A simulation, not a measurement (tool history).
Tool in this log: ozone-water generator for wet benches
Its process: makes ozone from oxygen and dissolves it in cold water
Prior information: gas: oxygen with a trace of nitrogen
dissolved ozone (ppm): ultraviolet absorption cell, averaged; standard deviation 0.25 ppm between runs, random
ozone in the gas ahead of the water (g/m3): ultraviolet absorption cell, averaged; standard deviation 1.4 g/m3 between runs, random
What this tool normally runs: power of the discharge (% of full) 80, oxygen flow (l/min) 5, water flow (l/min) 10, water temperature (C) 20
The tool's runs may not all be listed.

| run | hour | power of the discharge (% of full) | oxygen flow (l/min) | water flow (l/min) | water temperature (C) | dissolved ozone (ppm) | ozone in the gas ahead of the water (g/m3) |
|---|---|---|---|---|---|---|---|
| 1 | 0 | 80 | 5 | 10 | 20 | 36.5 | 257.2 |
| 2 | 50.7 | 80 | 5 | 10 | 20 | 36.4 | 256.5 |
| 3 | 102.6 | 80 | 5 | 10 | 20 | 36.4 | 256.2 |
| 4 | 135.6 | 80 | 5 | 8 | 20 | 42 | 255.2 |
| 5 | 159.6 | 80 | 5 | 8 | 20 | 41.6 | 255.4 |
| 6 | 194.2 | 80 | 5 | 10 | 20 | 36.2 | 256.7 |
| 7 | 218.6 | 80 | 5 | 10 | 20 | 36 | 254.1 |
| 8 | 250.2 | 80 | 5 | 10 | 20 | 35.8 | 253 |
|  | 258.8 | contactor cleaned |
| 9 | 296.2 | 80 | 5 | 9 | 20 | 38.2 | 257.9 |
| 10 | 343.2 | 60 | 5 | 10 | 20 | 28.4 | 203.4 |
| 11 | 381.3 | 80 | 5 | 15 | 20 | 26.1 | 253.2 |
| 12 | 410.6 | 80 | 5 | 10 | 20 | 35.7 | 254.1 |
| 13 | 438 | 80 | 4.02 | 10 | 16 | 37.6 | 274.3 |
| 14 | 485.4 | 61 | 3.68 | 12 | 16 | 26.2 | 229.6 |
|  | 493.9 | contactor cleaned, once more |
| 15 | 526.3 | 61 | 2.52 | 6 | 16 | 42.3 | 261.6 |
| 16 | 574.4 | 61 | 2.52 | 6 | 16 | 42.5 | 262.5 |
| 17 | 614 | 61 | 2.52 | 6 | 16 | 42.5 | 260.9 |
| 18 | 641.7 | 61 | 2.52 | 6 | 16 | 42.5 | 259.4 |
| 19 | 671.4 | 61 | 2.52 | 6 | 16 | 41.8 | 262.3 |
| 20 | 695.2 | 57 | 2.52 | 12 | 27 | 19.6 | 245.4 |
| 21 | 727.5 | 93 | 2.52 | 12 | 19 | 32.4 | 356.7 |
| 22 | 779.4 | 93 | 2.52 | 12 | 19 | 32.2 | 359.8 |
| 23 | 814.3 | 80 | 5 | 10 | 16 | 38.5 | 251.4 |
| 24 | 853.7 | 80 | 5 | 10 | 16 | 38.5 | 250.2 |

Each row is a separate what-if for the run after 24, all from the same tool condition, not one after another. Results?
| A | 891.2 | 80 | 2.69 | 10 | 16 | ? | ? |
| B | 891.2 | 80 | 2.68 | 10 | 20 | ? | ? |
| C | 891.2 | 80 | 8.19 | 6 | 21 | ? | ? |
| D | 891.2 | 80 | 4.15 | 10 | 13 | ? | ? |
| E | 891.2 | 56 | 5 | 7 | 20 | ? | ? |

| run | dissolved ozone (ppm) | ozone in the gas ahead of the water (g/m3) |
|---|---|---|
| A | 35.6 | 310.3 |
| B | 33.8 | 311.5 |
| C | 43.4 | 210.1 |
| D | 39.7 | 266.6 |
| E | 33.7 | 190.9 |
Without the tool's unlogged condition, the same runs would have read:
| run | dissolved ozone (ppm) | ozone in the gas ahead of the water (g/m3) |
|---|---|---|
| A | 37.9 | 327.9 |
| B | 36 | 329.1 |
| C | 46.2 | 222 |
| D | 42.3 | 281.7 |
| E | 35.3 | 198.9 |
